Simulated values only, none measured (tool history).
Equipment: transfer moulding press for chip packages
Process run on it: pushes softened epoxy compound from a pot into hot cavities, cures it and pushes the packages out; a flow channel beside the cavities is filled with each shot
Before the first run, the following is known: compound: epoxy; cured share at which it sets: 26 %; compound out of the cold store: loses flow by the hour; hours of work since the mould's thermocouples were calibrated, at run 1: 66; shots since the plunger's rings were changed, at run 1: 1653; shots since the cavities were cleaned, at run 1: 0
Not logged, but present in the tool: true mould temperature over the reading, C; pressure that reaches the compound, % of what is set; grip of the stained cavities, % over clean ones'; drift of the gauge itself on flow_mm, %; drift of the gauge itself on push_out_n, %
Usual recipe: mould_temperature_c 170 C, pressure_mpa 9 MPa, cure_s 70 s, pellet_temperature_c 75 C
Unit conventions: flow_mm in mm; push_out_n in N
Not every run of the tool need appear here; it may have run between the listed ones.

| run | hour | mould_temperature_c | pressure_mpa | cure_s | pellet_temperature_c | hours of work since the mould's thermocouples were calibrated | shots since the plunger's rings were changed | shots since the cavities were cleaned | incoming compound's hours out of the cold store | flow_mm | push_out_n |
|---|---|---|---|---|---|---|---|---|---|---|---|
| 1 | 0 | 170 | 9 | 70 | 75 | 66 | 1653 | 0 | 46.9 | 717 | 374 |
| 2 | 8.8 | 170 | 9 | 70 | 75 | 70 | 1731 | 78 | 8.2 | 868 | 465 |
| 3 | 13.1 | 170 | 9 | 70 | 75 | 71 | 1769 | 116 | 39.2 | 749 | 433 |
| 4 | 20.8 | 170 | 9 | 70 | 75 | 75 | 1837 | 184 | 14.1 | 838 | 480 |
| 5 | 29.2 | 170 | 9 | 70 | 68 | 78 | 1912 | 259 | 13.4 | 842 | 556 |
| 6 | 33 | 170 | 9 | 70 | 75 | 80 | 1945 | 292 | 36.2 | 748 | 514 |
| 7 | 41.8 | 170 | 9 | 70 | 75 | 83 | 2023 | 370 | 36.4 | 754 | 561 |
| 8 | 47.6 | 170 | 9 | 70 | 75 | 86 | 2075 | 422 | 24.5 | 793 | 569 |
| 9 | 53.3 | 170 | 9 | 70 | 75 | 88 | 2125 | 472 | 36.8 | 752 | 567 |
| 10 | 58.3 | 170 | 9 | 70 | 70 | 90 | 2170 | 517 | 14.6 | 837 | 590 |
| 11 | 64.7 | 170 | 9 | 70 | 75 | 93 | 2227 | 574 | 47.7 | 711 | 575 |
| 12 | 69.2 | 170 | 9 | 70 | 75 | 94 | 2266 | 613 | 45.3 | 716 | 577 |
| 13 | 77.9 | 170 | 9 | 70 | 75 | 98 | 2344 | 691 | 37.5 | 742 | 608 |
| 14 | 86.6 | 170 | 7.06 | 70 | 75 | 102 | 2421 | 768 | 12.4 | 746 | 673 |
| 15 | 93.3 | 170 | 7.06 | 70 | 75 | 104 | 2480 | 827 | 32.9 | 676 | 642 |
|  | 101.9 | cavities cleaned with cleaning compound and waxed |
| 16 | 103.7 | 170 | 7.06 | 70 | 75 | 108 | 2560 | 17 | 41.1 | 646 | 381 |
| 17 | 109.3 | 178 | 9 | 70 | 84 | 110 | 2609 | 66 | 16.5 | 803 | 292 |
| 18 | 118.4 | 168 | 10.81 | 81 | 79 | 114 | 2690 | 147 | 16.1 | 902 | 398 |
| 19 | 122.3 | 165 | 7.12 | 96 | 81 | 116 | 2725 | 182 | 42.2 | 649 | 363 |
| 20 | 126.2 | 165 | 7.12 | 96 | 65 | 117 | 2759 | 216 | 28.7 | 697 | 369 |
| 21 | 131.7 | 170 | 9 | 70 | 83 | 120 | 2808 | 265 | 43.7 | 718 | 503 |
| 22 | 138.9 | 163 | 7.48 | 82 | 67 | 122 | 2872 | 329 | 38.2 | 684 | 618 |
| 23 | 144.6 | 163 | 9 | 55 | 75 | 125 | 2923 | 380 | 41.9 | 740 | 1407 |
| 24 | 151.5 | 163 | 9 | 55 | 75 | 128 | 2983 | 440 | 22.8 | 809 | 1533 |
| 25 | 156.8 | 162 | 9 | 52 | 77 | 130 | 3031 | 488 | 30.4 | 783 | 1679 |
| 26 | 162.4 | 162 | 9 | 52 | 77 | 132 | 3081 | 538 | 26.8 | 796 | 1696 |
| 27 | 171.2 | 171 | 8.4 | 52 | 77 | 136 | 3158 | 615 | 37.7 | 712 | 1189 |
| 28 | 176.4 | 169 | 7.67 | 70 | 75 | 138 | 3205 | 662 | 25 | 725 | 632 |

How would selected steps in flow_mm from run to run divide? Give the signed amount a tool lacking its hidden state would still show from settings, what came in and random variation, and the signed amount left for the hidden state, including any gauge scatter that is not in both of the compared results.
Run 16 -> 17: mould_temperature_c 170 -> 178, pressure_mpa 7.06 -> 9, pellet_temperature_c 75 -> 84. flow_mm +157 mm: hidden state -5, all else +162.
Run 18 -> 19: mould_temperature_c 168 -> 165, pressure_mpa 10.81 -> 7.12, cure_s 81 -> 96, pellet_temperature_c 79 -> 81. flow_mm -253 mm: hidden state +8, all else -261.

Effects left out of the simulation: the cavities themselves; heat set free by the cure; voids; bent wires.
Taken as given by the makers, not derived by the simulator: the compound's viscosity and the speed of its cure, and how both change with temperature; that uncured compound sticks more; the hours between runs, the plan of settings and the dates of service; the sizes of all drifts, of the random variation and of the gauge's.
